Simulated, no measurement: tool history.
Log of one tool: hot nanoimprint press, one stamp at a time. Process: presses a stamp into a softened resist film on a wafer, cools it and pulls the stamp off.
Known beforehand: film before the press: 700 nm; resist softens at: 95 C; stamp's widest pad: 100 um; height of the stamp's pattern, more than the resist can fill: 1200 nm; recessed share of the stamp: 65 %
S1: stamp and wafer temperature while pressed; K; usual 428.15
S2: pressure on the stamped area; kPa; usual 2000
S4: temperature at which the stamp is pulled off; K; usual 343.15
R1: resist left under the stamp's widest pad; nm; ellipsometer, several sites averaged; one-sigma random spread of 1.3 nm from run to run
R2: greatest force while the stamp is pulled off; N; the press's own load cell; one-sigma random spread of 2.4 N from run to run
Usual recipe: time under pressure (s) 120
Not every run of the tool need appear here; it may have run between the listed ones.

run 1 hour=0.0 | S1=428.15 S2=2000 time_under_pressure_(s)=120 S4=343.15 | R1=331.0 R2=108
run 2 hour=17.9 | S1=428.15 S2=2000 time_under_pressure_(s)=120 S4=343.15 | R1=327.5 R2=110
run 3 hour=45.9 | S1=437.15 S2=2000 time_under_pressure_(s)=120 S4=343.15 | R1=228.3 R2=109
run 4 hour=67.6 | S1=428.15 S2=2000 time_under_pressure_(s)=120 S4=332.15 | R1=326.1 R2=122
run 5 hour=92.8 | S1=428.15 S2=2000 time_under_pressure_(s)=120 S4=332.15 | R1=327.2 R2=121
run 6 hour=118.3 | S1=428.15 S2=2000 time_under_pressure_(s)=120 S4=343.15 | R1=325.7 R2=112
run 7 hour=140.7 | S1=428.15 S2=2000 time_under_pressure_(s)=62 S4=343.15 | R1=403.0 R2=110
run 8 hour=166.3 | S1=428.15 S2=2000 time_under_pressure_(s)=62 S4=343.15 | R1=397.3 R2=114
run 9 hour=195.7 | S1=428.15 S2=1210 time_under_pressure_(s)=120 S4=343.15 | R1=418.5 R2=110
run 10 hour=214.9 | S1=428.15 S2=1210 time_under_pressure_(s)=120 S4=343.15 | R1=417.8 R2=111
run 11 hour=229.9 | S1=428.15 S2=2000 time_under_pressure_(s)=152 S4=348.15 | R1=299.8 R2=107
run 12 hour=259.0 | S1=428.15 S2=2000 time_under_pressure_(s)=152 S4=348.15 | R1=296.0 R2=103
run 13 hour=277.7 | S1=428.15 S2=1570 time_under_pressure_(s)=152 S4=348.15 | R1=338.9 R2=105
run 14 hour=299.2 | S1=420.15 S2=2000 time_under_pressure_(s)=189 S4=331.15 | R1=386.5 R2=127
-- hour=318.0 gauge calibrated
run 15 hour=321.5 | S1=428.15 S2=1380 time_under_pressure_(s)=73 S4=342.15 | R1=454.6 R2=115
run 16 hour=345.5 | S1=423.15 S2=2630 time_under_pressure_(s)=106 S4=348.15 | R1=363.9 R2=104
run 17 hour=370.9 | S1=428.15 S2=2000 time_under_pressure_(s)=107 S4=343.15 | R1=342.5 R2=114
run 18 hour=400.9 | S1=419.15 S2=2000 time_under_pressure_(s)=78 S4=343.15 | R1=513.6 R2=111
run 19 hour=430.0 | S1=428.15 S2=2000 time_under_pressure_(s)=120 S4=347.15 | R1=326.4 R2=104

Forecast each of these 5 alternatives for the next run:
run A hour=453.2 | S1=428.15 S2=1380 time_under_pressure_(s)=168 S4=341.15 | R1=? R2=?
run B hour=453.2 | S1=424.15 S2=2000 time_under_pressure_(s)=66 S4=348.15 | R1=? R2=?
run C hour=453.2 | S1=428.15 S2=2000 time_under_pressure_(s)=181 S4=343.15 | R1=? R2=?
run D hour=453.2 | S1=426.15 S2=2000 time_under_pressure_(s)=120 S4=351.15 | R1=? R2=?
run E hour=453.2 | S1=428.15 S2=1530 time_under_pressure_(s)=216 S4=337.15 | R1=? R2=?

run=A R1=358.9 R2=112
run=B R1=451.4 R2=108
run=C R1=282.5 R2=112
run=D R1=353.8 R2=98
run=E R1=309.9 R2=117
With no hidden state in the tool, these same runs would have given:
run=A R1=362.6 R2=111
run=B R1=456.2 R2=107
run=C R1=285.4 R2=111
run=D R1=357.5 R2=97
run=E R1=313.1 R2=116

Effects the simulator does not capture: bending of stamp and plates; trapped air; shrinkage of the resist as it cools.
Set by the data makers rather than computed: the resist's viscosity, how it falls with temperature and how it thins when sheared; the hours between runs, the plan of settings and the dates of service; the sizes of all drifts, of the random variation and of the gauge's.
